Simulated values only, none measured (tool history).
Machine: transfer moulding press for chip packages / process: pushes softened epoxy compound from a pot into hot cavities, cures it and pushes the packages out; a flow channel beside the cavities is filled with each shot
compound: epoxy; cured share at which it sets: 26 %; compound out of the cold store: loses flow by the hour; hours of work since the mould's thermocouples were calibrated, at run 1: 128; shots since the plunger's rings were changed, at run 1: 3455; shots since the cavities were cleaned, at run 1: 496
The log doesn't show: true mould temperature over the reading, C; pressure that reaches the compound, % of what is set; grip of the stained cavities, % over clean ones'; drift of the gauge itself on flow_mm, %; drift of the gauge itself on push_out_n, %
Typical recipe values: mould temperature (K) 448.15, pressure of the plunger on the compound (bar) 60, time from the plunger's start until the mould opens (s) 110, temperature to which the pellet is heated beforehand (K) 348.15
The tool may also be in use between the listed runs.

run,day,mould temperature (K),pressure of the plunger on the compound (bar),time from the plunger's start until the mould opens (s),temperature to which the pellet is heated beforehand (K),hours of work since the mould's thermocouples were calibrated,shots since the plunger's rings were changed,shots since the cavities were cleaned,incoming compound's hours out of the cold store,length that the compound runs in the flow channel (mm),greatest force on the pins that push the packages out (N)
1,0,448.15,60,110,348.15,128,3455,496,42.9,708,840
2,0.2,448.15,60,110,348.15,131,3505,546,18.7,839,901
3,0.442,448.15,60,110,352.15,135,3567,608,25.9,799,888
4,0.767,448.15,60,110,352.15,139,3648,689,29,780,928
5,1.112,448.15,60,110,352.15,144,3735,776,26.3,788,954
6,1.429,448.15,45.7,110,348.15,148,3814,855,29.3,681,962
7,1.783,448.15,45.7,100,348.15,153,3903,944,36.7,643,1082
8,2.108,448.15,60,110,348.15,158,3986,1027,28.7,780,974
# day 2.442: cavities cleaned with cleaning compound and waxed
9,2.521,448.15,60,110,348.15,163,4073,20,21.7,820,506
10,2.771,448.15,60,110,348.15,166,4136,83,36.9,734,579
11,3.1,448.15,60,110,357.15,171,4219,166,10.8,869,687
12,3.304,448.15,60,110,348.15,174,4270,217,21.8,812,697
13,3.542,448.15,60,119,348.15,177,4330,277,15.7,842,689
14,3.971,449.15,60,110,348.15,183,4438,385,32.8,750,798
15,4.333,449.15,60,110,348.15,188,4530,477,16.6,827,785
16,4.708,449.15,60,110,348.15,193,4624,571,25,795,841
17,4.925,444.15,48.6,137,348.15,196,4679,626,37.7,664,861
18,5.142,444.15,48.6,137,348.15,199,4732,679,32.4,683,891
19,5.433,448.15,60,110,343.15,203,4806,753,39.2,718,933
20,5.617,448.15,60.5,119,343.15,206,4853,800,17.7,818,889
21,5.958,448.15,60.5,119,343.15,211,4938,885,23.2,807,903
22,6.183,448.15,60.5,119,352.15,214,4995,942,42.7,702,888
23,6.404,451.15,67.3,110,348.15,217,5050,997,18.3,851,913
24,6.608,451.15,67.7,96,352.15,220,5101,1048,26.5,806,1030
# day 6.871: cavities cleaned with cleaning compound and waxed
25,7.033,453.15,60,110,351.15,225,5192,40,8.2,860,442
26,7.225,447.15,50.6,138,355.15,227,5241,89,8.9,796,493
27,7.592,448.15,60.9,110,348.15,233,5333,181,24.3,798,668
28,7.954,448.15,69.7,110,348.15,238,5425,273,18.4,883,748

How the hidden state differs across the entries between the runs, from the last listed run before each to the first after it:
In the gap between runs 8 and 9: cavities cleaned with cleaning compound and waxed (day 2.442)
  true mould temperature over the reading, C: -0.24 -> -0.25; pressure that reaches the compound, % of what is set: 88.99 -> 88.77; grip of the stained cavities, % over clean ones': 114.1 -> 7.1
  what was measured, less what the result would be without the hidden state, length that the compound runs in the flow channel (mm): -46 -> -50; greatest force on the pins that push the packages out (N): +524 -> +37
In the gap between runs 24 and 25: cavities cleaned with cleaning compound and waxed (day 6.871)
  true mould temperature over the reading, C: -0.36 -> -0.37; pressure that reaches the compound, % of what is set: 85.91 -> 85.66; grip of the stained cavities, % over clean ones': 115.6 -> 11.9
  what was measured, less what the result would be without the hidden state, length that the compound runs in the flow channel (mm): -62 -> -67; greatest force on the pins that push the packages out (N): +559 -> +49
